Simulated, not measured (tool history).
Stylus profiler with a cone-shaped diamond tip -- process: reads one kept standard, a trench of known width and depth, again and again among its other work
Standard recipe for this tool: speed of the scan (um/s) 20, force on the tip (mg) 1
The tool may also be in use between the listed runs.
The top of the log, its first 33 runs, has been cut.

run   hour  speed of the scan (um/s)  force on the tip (mg)  depth of the trench (nm)  width of the trench's floor (nm)
 34  373.9                         7                      1                    100.59                             18520
 35  385.1                         9                   0.48                    100.38                             18360
 36  398.2                        36                   0.51                    100.38                             18250
 37  409.5                        57                   0.46                    100.39                             18060
 38  422.6                        20                   1.59                     100.8                             18430
 39  429.8                        11                   2.58                    101.09                             18480
 40  440.3                        15                   0.39                    100.33                             18440
 41  455.2                        23                   1.17                    100.65                             18440
 42  469.3                        23                   1.17                    100.66                             18330

3 options for the next run, each taken on its own from the tool as it stands now. Forecast them:
  A  477.8                        69                   1.17                         ?                                 ?
  B  477.8                        66                   1.17                         ?                                 ?
  C  477.8                        28                    0.5                         ?                                 ?

run  depth of the trench (nm)  width of the trench's floor (nm)
  A                    100.65                             18220
  B                    100.66                             18130
  C                    100.35                             18260
Stripped of hidden state, with their random variation kept, the same runs would have yielded:
run  depth of the trench (nm)  width of the trench's floor (nm)
  A                    100.62                             18320
  B                    100.62                             18230
  C                    100.32                             18350
